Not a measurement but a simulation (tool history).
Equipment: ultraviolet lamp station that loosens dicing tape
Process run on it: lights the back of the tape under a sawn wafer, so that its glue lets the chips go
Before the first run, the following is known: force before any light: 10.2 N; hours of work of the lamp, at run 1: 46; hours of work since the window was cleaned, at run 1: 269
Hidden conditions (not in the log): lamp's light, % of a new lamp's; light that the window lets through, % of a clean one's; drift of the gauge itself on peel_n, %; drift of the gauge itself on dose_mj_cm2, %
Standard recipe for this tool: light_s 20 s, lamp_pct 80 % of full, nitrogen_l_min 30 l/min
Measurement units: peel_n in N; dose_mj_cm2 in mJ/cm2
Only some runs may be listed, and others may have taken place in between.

run	hour	light_s	lamp_pct	nitrogen_l_min	hours of work of the lamp	hours of work since the window was cleaned	peel_n	dose_mj_cm2
1	0.0	20	80	30	46	269	0.176	597
2	13.2	20	80	30	55	278	0.167	600
3	21.2	20	80	16	60	283	0.288	600
4	31.2	20	80	11	67	290	0.442	599
5	38.9	20	90	11	72	295	0.290	677
6	51.6	20	80	14	81	304	0.329	601
7	63.4	20	80	20	89	312	0.234	595
8	76.5	20	80	20	97	321	0.246	599
9	88.7	20	80	20	105	329	0.244	601
10	96.8	20	80	20	111	334	0.241	602
11	110.8	13	80	30	120	344	0.600	386
12	118.4	13	80	9	125	349	1.394	387
13	131.5	13	80	9	134	357	1.407	389
14	145.2	13	80	9	143	367	1.456	391
15	160.2	13	80	9	153	377	1.421	390
16	178.3	13	80	9	166	389	1.407	388
17	192.3	13	80	19	175	398	0.808	392
18	207.9	13	80	23	185	408	0.732	392
19	224.4	20	80	10	196	420	0.478	593
20	240.7	20	80	10	207	430	0.491	594
21	257.1	20	80	14	218	441	0.350	598
22	269.9	20	80	14	227	450	0.329	604
23	283.5	20	80	14	236	459	0.322	601
# hour 287.1: window cleaned of glue's vapour
24	297.0	20	80	14	245	7	0.349	599
25	311.9	12	67	30	255	17	1.122	304
26	324.0	27	71	28	263	25	0.107	728
27	337.3	18	74	17	272	34	0.478	501
28	344.9	20	91	16	277	39	0.201	678
29	359.1	20	91	16	286	48	0.201	682
30	369.1	20	91	16	293	55	0.193	682
31	387.3	30	100	51	305	67	0.052	1137
32	397.0	30	100	51	312	74	0.058	1124
33	405.5	14	73	20	317	79	0.829	384
34	422.8	25	68	19	329	91	0.209	642
35	434.3	18	94	30	337	99	0.142	632
36	450.7	18	94	30	348	110	0.144	632
37	466.9	16	90	16	358	120	0.406	539
38	479.3	39	80	16	367	129	0.060	1162
39	492.3	39	80	16	375	137	0.066	1171
40	507.6	19	80	30	386	148	0.198	567
41	520.9	27	74	29	395	157	0.089	743
42	531.5	11	92	32	402	164	0.579	381
43	540.0	13	86	57	407	169	0.329	413

Predict each of these 4 candidate next runs independently; none follows another, all start after run 43:
A	553.5	10	86	45	416	178	?	?
B	553.5	31	86	10	416	178	?	?
C	553.5	24	90	13	416	178	?	?
D	553.5	13	60	57	416	178	?	?

run	peel_n	dose_mj_cm2
A	0.767	321
B	0.105	1000
C	0.138	809
D	0.824	294
Stripped of hidden state, with their random variation kept, the same runs would have yielded:
run	peel_n	dose_mj_cm2
A	0.766	321
B	0.105	1001
C	0.137	809
D	0.822	295

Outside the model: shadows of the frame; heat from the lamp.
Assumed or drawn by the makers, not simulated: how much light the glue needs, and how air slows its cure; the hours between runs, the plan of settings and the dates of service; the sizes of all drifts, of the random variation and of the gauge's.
